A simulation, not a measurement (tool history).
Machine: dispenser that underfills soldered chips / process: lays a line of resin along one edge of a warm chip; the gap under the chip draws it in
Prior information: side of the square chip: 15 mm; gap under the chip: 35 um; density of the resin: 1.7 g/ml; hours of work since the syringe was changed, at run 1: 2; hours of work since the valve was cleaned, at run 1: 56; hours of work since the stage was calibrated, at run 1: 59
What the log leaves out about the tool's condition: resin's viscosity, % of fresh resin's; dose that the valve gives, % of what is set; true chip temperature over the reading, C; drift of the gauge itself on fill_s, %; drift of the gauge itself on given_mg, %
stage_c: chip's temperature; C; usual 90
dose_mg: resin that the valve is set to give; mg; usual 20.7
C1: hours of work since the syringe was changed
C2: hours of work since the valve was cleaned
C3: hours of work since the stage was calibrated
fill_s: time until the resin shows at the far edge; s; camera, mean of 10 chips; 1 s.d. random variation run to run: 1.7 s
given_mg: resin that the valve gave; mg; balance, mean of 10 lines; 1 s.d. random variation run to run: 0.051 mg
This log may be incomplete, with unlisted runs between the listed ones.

run 1 hour=0.0 | stage_c=90 dose_mg=20.7 | C1=2 C2=56 C3=59 | fill_s=193.5 given_mg=20.31
-- hour=7.1 new syringe of resin
run 2 hour=11.3 | stage_c=90 dose_mg=20.7 | C1=3 C2=63 C3=66 | fill_s=196.8 given_mg=20.29
-- hour=17.5 new syringe of resin
-- hour=19.8 dispensing valve cleaned and set on the balance
run 3 hour=22.5 | stage_c=90 dose_mg=20.7 | C1=2 C2=2 C3=72 | fill_s=208.2 given_mg=20.62
-- hour=29.2 new syringe of resin
run 4 hour=29.2 | stage_c=90 dose_mg=20.7 | C1=0 C2=6 C3=76 | fill_s=165.9 given_mg=20.66
run 5 hour=37.9 | stage_c=90 dose_mg=20.7 | C1=5 C2=11 C3=81 | fill_s=255.3 given_mg=20.57
-- hour=39.2 new syringe of resin
run 6 hour=46.3 | stage_c=94 dose_mg=20.7 | C1=4 C2=16 C3=86 | fill_s=205.7 given_mg=20.50
-- hour=49.7 new syringe of resin
run 7 hour=53.2 | stage_c=90 dose_mg=21.3 | C1=2 C2=20 C3=90 | fill_s=199.7 given_mg=21.19
-- hour=59.9 new syringe of resin
run 8 hour=61.6 | stage_c=100 dose_mg=21.3 | C1=1 C2=25 C3=95 | fill_s=128.0 given_mg=21.16
run 9 hour=68.2 | stage_c=100 dose_mg=21.3 | C1=5 C2=29 C3=99 | fill_s=179.4 given_mg=21.11
-- hour=70.3 new syringe of resin
run 10 hour=79.2 | stage_c=100 dose_mg=21.3 | C1=5 C2=36 C3=106 | fill_s=185.5 given_mg=21.01
-- hour=80.6 new syringe of resin
run 11 hour=90.1 | stage_c=90 dose_mg=20.8 | C1=6 C2=42 C3=113 | fill_s=260.2 given_mg=20.53
-- hour=91.1 new syringe of resin
run 12 hour=95.3 | stage_c=88 dose_mg=25.4 | C1=3 C2=45 C3=116 | fill_s=222.5 given_mg=25.07
-- hour=101.4 new syringe of resin
run 13 hour=107.6 | stage_c=101 dose_mg=21.6 | C1=4 C2=52 C3=123 | fill_s=158.6 given_mg=21.21
-- hour=111.7 new syringe of resin
run 14 hour=116.2 | stage_c=101 dose_mg=21.6 | C1=3 C2=58 C3=128 | fill_s=145.2 given_mg=21.14
-- hour=121.8 new syringe of resin
run 15 hour=125.0 | stage_c=90 dose_mg=19.2 | C1=2 C2=63 C3=133 | fill_s=198.4 given_mg=18.71
run 16 hour=131.4 | stage_c=76 dose_mg=17.9 | C1=6 C2=67 C3=137 | fill_s=453.1 given_mg=17.52
-- hour=132.4 new syringe of resin
-- hour=134.3 dispensing valve cleaned and set on the balance
run 17 hour=138.5 | stage_c=101 dose_mg=20.7 | C1=3 C2=3 C3=141 | fill_s=151.3 given_mg=20.62

Estimate the outcome of run 18 from the log above:
-- hour=143.6 new syringe of resin
run 18 hour=150.1 | stage_c=90 dose_mg=20.7 | C1=4 C2=9 C3=148 | fill_s=? given_mg=?

Run 18 yielded fill_s 226.6 s, given_mg 20.54 mg.
On a tool with no hidden condition, and with the same random variation, this run would have come out at fill_s 164.3 s, given_mg 20.68 mg.

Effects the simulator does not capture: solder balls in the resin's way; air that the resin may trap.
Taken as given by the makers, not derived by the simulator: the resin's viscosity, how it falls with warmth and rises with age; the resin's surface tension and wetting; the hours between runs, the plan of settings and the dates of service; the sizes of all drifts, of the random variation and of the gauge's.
